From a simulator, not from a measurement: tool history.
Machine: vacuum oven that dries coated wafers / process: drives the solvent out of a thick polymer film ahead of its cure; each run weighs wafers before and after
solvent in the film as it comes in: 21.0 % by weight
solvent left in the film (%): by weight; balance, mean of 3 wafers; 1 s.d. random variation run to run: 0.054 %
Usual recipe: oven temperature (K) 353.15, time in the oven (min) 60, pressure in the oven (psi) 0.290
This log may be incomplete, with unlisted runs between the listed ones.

Run 1, hour 0.0: usual settings. Result: solvent left in the film (%) 2.53.
Run 2, hour 70.7: usual settings. Result: solvent left in the film (%) 2.64.
Run 3, hour 159.1: usual settings but pressure in the oven (psi) 0.387. Result: solvent left in the film (%) 3.04.
Run 4, hour 242.6: usual settings but pressure in the oven (psi) 0.716. Result: solvent left in the film (%) 4.05.
At hour 254.9: oven's thermocouples calibrated.
Run 5, hour 307.3: usual settings but time in the oven (min) 36. Result: solvent left in the film (%) 4.34.
Run 6, hour 418.7: usual settings but time in the oven (min) 36. Result: solvent left in the film (%) 4.31.
Run 7, hour 507.4: usual settings but time in the oven (min) 36. Result: solvent left in the film (%) 4.35.
Run 8, hour 557.9: usual settings but pressure in the oven (psi) 0.289. Result: solvent left in the film (%) 2.10.
Run 9, hour 612.1: usual settings but pressure in the oven (psi) 0.289. Result: solvent left in the film (%) 2.20.
Run 10, hour 677.9: usual settings. Result: solvent left in the film (%) 2.30.
Run 11, hour 793.7: usual settings but pressure in the oven (psi) 0.870. Result: solvent left in the film (%) 3.94.
Run 12, hour 906.8: usual settings. Result: solvent left in the film (%) 2.33.
Run 13, hour 955.0: usual settings. Result: solvent left in the film (%) 2.24.
Run 14, hour 1008.2: usual settings. Result: solvent left in the film (%) 2.30.
Run 15, hour 1071.6: usual settings. Result: solvent left in the film (%) 2.25.
Run 16, hour 1168.6: usual settings but oven temperature (K) 354.15. Result: solvent left in the film (%) 2.15.
Run 17, hour 1274.5: usual settings but pressure in the oven (psi) 1.070. Result: solvent left in the film (%) 4.53.
Run 18, hour 1360.7: usual settings but pressure in the oven (psi) 1.070. Result: solvent left in the film (%) 4.64.
Run 19, hour 1439.7: usual settings but pressure in the oven (psi) 1.070. Result: solvent left in the film (%) 4.73.
Run 20, hour 1502.2: usual settings but pressure in the oven (psi) 1.070. Result: solvent left in the film (%) 4.64.
Run 21, hour 1554.6: usual settings but pressure in the oven (psi) 1.070. Result: solvent left in the film (%) 4.68.
Run 22, hour 1667.3: usual settings but pressure in the oven (psi) 1.070. Result: solvent left in the film (%) 4.75.
Run 23, hour 1770.5: usual settings but oven temperature (K) 365.15, time in the oven (min) 31, pressure in the oven (psi) 0.759. Result: solvent left in the film (%) 2.37.
Run 24, hour 1879.4: usual settings but oven temperature (K) 365.15, time in the oven (min) 31, pressure in the oven (psi) 0.200. Result: solvent left in the film (%) 1.36.
Run 25, hour 1955.6: usual settings but oven temperature (K) 361.15, time in the oven (min) 57, pressure in the oven (psi) 0.779. Result: solvent left in the film (%) 2.32.
Run 26, hour 2016.9: usual settings but oven temperature (K) 361.15, time in the oven (min) 57, pressure in the oven (psi) 0.779. Result: solvent left in the film (%) 2.16.
Run 27, hour 2110.1: usual settings but oven temperature (K) 362.15, time in the oven (min) 73, pressure in the oven (psi) 0.482. Result: solvent left in the film (%) 1.35.
Run 28, hour 2216.2: usual settings but oven temperature (K) 362.15, time in the oven (min) 73, pressure in the oven (psi) 0.482. Result: solvent left in the film (%) 1.30.
Run 29, hour 2303.2: usual settings but oven temperature (K) 345.15, time in the oven (min) 95, pressure in the oven (psi) 0.160. Result: solvent left in the film (%) 2.91.
Run 30, hour 2372.4: usual settings but oven temperature (K) 361.15, time in the oven (min) 73, pressure in the oven (psi) 0.232. Result: solvent left in the film (%) 0.72.
Run 31, hour 2440.6: usual settings but oven temperature (K) 351.15, time in the oven (min) 40, pressure in the oven (psi) 0.206. Result: solvent left in the film (%) 4.92.
At hour 2468.7: vacuum gauge cleaned of residue and calibrated.
Run 32, hour 2495.5: usual settings but oven temperature (K) 351.15, time in the oven (min) 40, pressure in the oven (psi) 0.206. Result: solvent left in the film (%) 4.76.
Run 33, hour 2595.5: usual settings but oven temperature (K) 347.15. Result: solvent left in the film (%) 4.47.
Run 34, hour 2694.0: usual settings but oven temperature (K) 346.15, time in the oven (min) 92, pressure in the oven (psi) 0.809. Result: solvent left in the film (%) 4.95.
Run 35, hour 2774.1: usual settings but oven temperature (K) 358.15, time in the oven (min) 102, pressure in the oven (psi) 0.264. Result: solvent left in the film (%) 0.85.
Run 36, hour 2883.3: usual settings but oven temperature (K) 341.15, pressure in the oven (psi) 0.857. Result: solvent left in the film (%) 9.45.
Run 37, hour 2978.6: usual settings but oven temperature (K) 345.15, time in the oven (min) 108, pressure in the oven (psi) 1.118. Result: solvent left in the film (%) 6.04.
Run 38, hour 3062.1: usual settings but oven temperature (K) 345.15, time in the oven (min) 108, pressure in the oven (psi) 1.118. Result: solvent left in the film (%) 6.11.
Run 39, hour 3151.0: usual settings but oven temperature (K) 345.15, time in the oven (min) 108, pressure in the oven (psi) 1.118. Result: solvent left in the film (%) 6.17.
Run 40, hour 3232.8: usual settings but oven temperature (K) 345.15, time in the oven (min) 108, pressure in the oven (psi) 1.118. Result: solvent left in the film (%) 6.32.

For some of the steps in solvent left in the film (%) from one run to the next: how much would appear even if the tool had no hidden state, given the settings, what came in and random variation, and how much remains for the hidden state plus any gauge scatter that the measured result and the result without hidden state don't share?
Hidden conditions of the tool in this case: true wafer temperature over the reading, C; true pressure over the reading, kPa; drift of the gauge itself on solvent_pct, %.
Run 4 -> 5: time in the oven (min) 60 -> 36, pressure in the oven (psi) 0.716 -> 0.290, oven's thermocouples calibrated. solvent left in the film (%) +0.29: hidden state -0.68, all else +0.97.
Run 28 -> 29: oven temperature (K) 362.15 -> 345.15, time in the oven (min) 73 -> 95, pressure in the oven (psi) 0.482 -> 0.160. solvent left in the film (%) +1.61: hidden state +0.36, all else +1.25.
Run 30 -> 31: oven temperature (K) 361.15 -> 351.15, time in the oven (min) 73 -> 40, pressure in the oven (psi) 0.232 -> 0.206. solvent left in the film (%) +4.20: hidden state +0.31, all else +3.89.
Run 34 -> 35: oven temperature (K) 346.15 -> 358.15, time in the oven (min) 92 -> 102, pressure in the oven (psi) 0.809 -> 0.264. solvent left in the film (%) -4.10: hidden state -0.25, all else -3.85.
Run 35 -> 36: oven temperature (K) 358.15 -> 341.15, time in the oven (min) 102 -> 60, pressure in the oven (psi) 0.264 -> 0.857. solvent left in the film (%) +8.60: hidden state +0.43, all else +8.17.

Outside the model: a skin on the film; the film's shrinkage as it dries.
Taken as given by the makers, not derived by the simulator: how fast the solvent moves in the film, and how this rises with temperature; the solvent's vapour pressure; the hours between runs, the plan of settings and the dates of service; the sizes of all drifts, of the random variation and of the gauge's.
